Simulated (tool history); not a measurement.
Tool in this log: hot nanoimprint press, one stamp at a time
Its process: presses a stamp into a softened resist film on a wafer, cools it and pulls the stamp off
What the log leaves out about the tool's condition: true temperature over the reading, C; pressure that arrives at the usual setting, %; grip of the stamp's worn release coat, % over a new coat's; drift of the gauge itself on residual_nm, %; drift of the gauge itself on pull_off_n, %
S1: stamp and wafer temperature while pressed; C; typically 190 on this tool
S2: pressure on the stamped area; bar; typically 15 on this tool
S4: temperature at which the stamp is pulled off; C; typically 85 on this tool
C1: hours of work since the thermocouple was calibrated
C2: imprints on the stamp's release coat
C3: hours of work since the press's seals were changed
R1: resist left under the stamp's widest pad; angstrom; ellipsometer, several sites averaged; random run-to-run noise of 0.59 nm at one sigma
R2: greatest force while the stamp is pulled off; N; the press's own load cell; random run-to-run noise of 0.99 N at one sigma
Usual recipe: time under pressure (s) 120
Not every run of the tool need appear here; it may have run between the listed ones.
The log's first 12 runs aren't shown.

-- hour=615.7 stamp cleaned and given a new release coat
run 13 hour=665.3 | S1=192 S2=17.7 time_under_pressure_(s)=120 S4=85 | C1=185 C2=274 C3=681 | R1=1279 R2=113.9
run 14 hour=704.8 | S1=192 S2=17.7 time_under_pressure_(s)=120 S4=85 | C1=213 C2=492 C3=709 | R1=1267 R2=119.6
-- hour=742 press's hydraulic seals changed and the load cell set to zero
run 15 hour=746.7 | S1=190 S2=15 time_under_pressure_(s)=120 S4=85 | C1=237 C2=679 C3=3 | R1=1482 R2=124.4
-- hour=758.2 stamp cleaned and given a new release coat
run 16 hour=786.5 | S1=190 S2=15 time_under_pressure_(s)=120 S4=85 | C1=261 C2=156 C3=27 | R1=1477 R2=114.1
run 17 hour=832.2 | S1=184 S2=15 time_under_pressure_(s)=222 S4=72 | C1=293 C2=409 C3=60 | R1=1511 R2=135.5
-- hour=889.6 stamp cleaned and given a new release coat
run 18 hour=891.7 | S1=190 S2=15 time_under_pressure_(s)=212 S4=91 | C1=331 C2=12 C3=97 | R1=1171 R2=102.1
run 19 hour=946.7 | S1=190 S2=18.4 time_under_pressure_(s)=67 S4=85 | C1=370 C2=315 C3=136 | R1=1722 R2=117.2
run 20 hour=1006.6 | S1=185 S2=19.5 time_under_pressure_(s)=60 S4=87 | C1=412 C2=646 C3=179 | R1=2132 R2=121.1
-- hour=1022.6 stamp cleaned and given a new release coat
run 21 hour=1052.4 | S1=185 S2=19.5 time_under_pressure_(s)=60 S4=87 | C1=440 C2=164 C3=207 | R1=2145 R2=110.4
run 22 hour=1098.6 | S1=185 S2=19.5 time_under_pressure_(s)=60 S4=87 | C1=473 C2=419 C3=239 | R1=2142 R2=117.6
run 23 hour=1145.5 | S1=188 S2=15.2 time_under_pressure_(s)=193 S4=72 | C1=506 C2=678 C3=273 | R1=1354 R2=143.1
-- hour=1155.1 stamp cleaned and given a new release coat
-- hour=1203.3 plate thermocouple calibrated
run 24 hour=1224.8 | S1=188 S2=15.2 time_under_pressure_(s)=193 S4=72 | C1=15 C2=368 C3=322 | R1=1294 R2=134.7
-- hour=1289.7 stamp cleaned and given a new release coat
run 25 hour=1292 | S1=190 S2=14.6 time_under_pressure_(s)=142 S4=85 | C1=59 C2=13 C3=366 | R1=1376 R2=108.6
run 26 hour=1328.1 | S1=190 S2=14.6 time_under_pressure_(s)=142 S4=80 | C1=84 C2=212 C3=391 | R1=1393 R2=120.2
run 27 hour=1366.2 | S1=190 S2=14.6 time_under_pressure_(s)=142 S4=80 | C1=111 C2=422 C3=418 | R1=1387 R2=125.6
run 28 hour=1413.2 | S1=178 S2=15 time_under_pressure_(s)=90 S4=85 | C1=144 C2=682 C3=451 | R1=2546 R2=122.9
-- hour=1422.2 stamp cleaned and given a new release coat
run 29 hour=1459 | S1=187 S2=12 time_under_pressure_(s)=62 S4=85 | C1=172 C2=203 C3=479 | R1=2272 R2=113.4
run 30 hour=1527.5 | S1=187 S2=12 time_under_pressure_(s)=62 S4=85 | C1=221 C2=581 C3=528 | R1=2286 R2=119.7

Consider 3 possible next runs. They are alternatives, not a sequence: every one starts from the tool as it was left by run 30. What does each give?
-- hour=1554.6 stamp cleaned and given a new release coat
run A hour=1594.2 | S1=190 S2=11.7 time_under_pressure_(s)=114 S4=87 | C1=264 C2=218 C3=571 | R1=? R2=?
-- hour=1554.6 stamp cleaned and given a new release coat
run B hour=1594.2 | S1=190 S2=15 time_under_pressure_(s)=120 S4=74 | C1=264 C2=218 C3=571 | R1=? R2=?
-- hour=1554.6 stamp cleaned and given a new release coat
run C hour=1594.2 | S1=187 S2=12 time_under_pressure_(s)=62 S4=77 | C1=264 C2=218 C3=571 | R1=? R2=?

run=A R1=1692 R2=111.5
run=B R1=1496 R2=129.1
run=C R1=2268 R2=125.4
Had the tool no hidden state, the same runs would have come out as:
run=A R1=1631 R2=106
run=B R1=1435 R2=122.8
run=C R1=2203 R2=119.2

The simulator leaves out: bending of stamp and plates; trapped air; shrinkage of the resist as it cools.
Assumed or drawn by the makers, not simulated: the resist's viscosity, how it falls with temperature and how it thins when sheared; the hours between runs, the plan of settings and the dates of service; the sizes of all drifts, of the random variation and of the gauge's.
